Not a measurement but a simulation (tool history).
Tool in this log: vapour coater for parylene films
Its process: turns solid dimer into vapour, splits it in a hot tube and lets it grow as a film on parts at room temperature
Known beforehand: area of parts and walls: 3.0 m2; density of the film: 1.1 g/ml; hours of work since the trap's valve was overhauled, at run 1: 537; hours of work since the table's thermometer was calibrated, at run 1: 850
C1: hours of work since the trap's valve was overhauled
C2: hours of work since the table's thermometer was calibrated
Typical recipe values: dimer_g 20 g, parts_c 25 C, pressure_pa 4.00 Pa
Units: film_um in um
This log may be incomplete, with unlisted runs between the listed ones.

run 1 day=0.000 | dimer_g=20 parts_c=25 pressure_pa=4.00 | C1=537 C2=850 | film_um=2.97
run 2 day=1.850 | dimer_g=20 parts_c=25 pressure_pa=4.00 | C1=567 C2=880 | film_um=3.03
run 3 day=3.629 | dimer_g=20 parts_c=25 pressure_pa=4.00 | C1=596 C2=908 | film_um=3.01
-- day=4.825 trap's valve overhauled
run 4 day=4.938 | dimer_g=20 parts_c=18 pressure_pa=4.00 | C1=2 C2=927 | film_um=4.26
run 5 day=6.533 | dimer_g=20 parts_c=33 pressure_pa=4.00 | C1=27 C2=952 | film_um=2.29
-- day=7.971 table's thermometer calibrated
run 6 day=8.042 | dimer_g=20 parts_c=33 pressure_pa=4.00 | C1=51 C2=1 | film_um=2.40
run 7 day=8.912 | dimer_g=20 parts_c=33 pressure_pa=4.00 | C1=65 C2=15 | film_um=2.36
run 8 day=10.154 | dimer_g=20 parts_c=33 pressure_pa=4.00 | C1=85 C2=35 | film_um=2.35
run 9 day=11.225 | dimer_g=20 parts_c=33 pressure_pa=4.00 | C1=102 C2=52 | film_um=2.41
run 10 day=13.071 | dimer_g=20 parts_c=33 pressure_pa=4.00 | C1=132 C2=82 | film_um=2.35
run 11 day=14.125 | dimer_g=27 parts_c=25 pressure_pa=4.00 | C1=149 C2=99 | film_um=4.40
run 12 day=15.858 | dimer_g=27 parts_c=25 pressure_pa=4.00 | C1=177 C2=127 | film_um=4.41
run 13 day=17.292 | dimer_g=14 parts_c=25 pressure_pa=9.04 | C1=200 C2=150 | film_um=2.03
run 14 day=19.346 | dimer_g=28 parts_c=25 pressure_pa=9.04 | C1=233 C2=183 | film_um=4.05
run 15 day=20.496 | dimer_g=16 parts_c=18 pressure_pa=9.04 | C1=251 C2=201 | film_um=3.04
run 16 day=21.912 | dimer_g=16 parts_c=18 pressure_pa=9.04 | C1=274 C2=224 | film_um=3.01
run 17 day=22.950 | dimer_g=27 parts_c=22 pressure_pa=2.08 | C1=290 C2=241 | film_um=5.31
run 18 day=24.154 | dimer_g=13 parts_c=17 pressure_pa=10.54 | C1=310 C2=260 | film_um=2.47
run 19 day=25.208 | dimer_g=26 parts_c=24 pressure_pa=3.04 | C1=327 C2=277 | film_um=4.41
run 20 day=26.429 | dimer_g=30 parts_c=24 pressure_pa=3.04 | C1=346 C2=296 | film_um=5.17
run 21 day=28.012 | dimer_g=22 parts_c=29 pressure_pa=2.51 | C1=372 C2=322 | film_um=3.19
run 22 day=29.988 | dimer_g=22 parts_c=22 pressure_pa=11.62 | C1=404 C2=354 | film_um=3.33

Consider 5 possible next runs. They are alternatives, not a sequence: every one starts from the tool as it was left by run 22. What does each give?
run A day=31.046 | dimer_g=12 parts_c=26 pressure_pa=10.89 | C1=421 C2=371 | film_um=?
run B day=31.046 | dimer_g=20 parts_c=27 pressure_pa=4.00 | C1=421 C2=371 | film_um=?
run C day=31.046 | dimer_g=22 parts_c=17 pressure_pa=11.62 | C1=421 C2=371 | film_um=?
run D day=31.046 | dimer_g=15 parts_c=23 pressure_pa=4.00 | C1=421 C2=371 | film_um=?
run E day=31.046 | dimer_g=30 parts_c=18 pressure_pa=2.32 | C1=421 C2=371 | film_um=?

run=A film_um=1.61
run=B film_um=2.87
run=C film_um=4.14
run=D film_um=2.56
run=E film_um=6.75
Without the tool's unlogged condition, the same runs would have read:
run=A film_um=1.70
run=B film_um=3.04
run=C film_um=4.38
run=D film_um=2.71
run=E film_um=7.14

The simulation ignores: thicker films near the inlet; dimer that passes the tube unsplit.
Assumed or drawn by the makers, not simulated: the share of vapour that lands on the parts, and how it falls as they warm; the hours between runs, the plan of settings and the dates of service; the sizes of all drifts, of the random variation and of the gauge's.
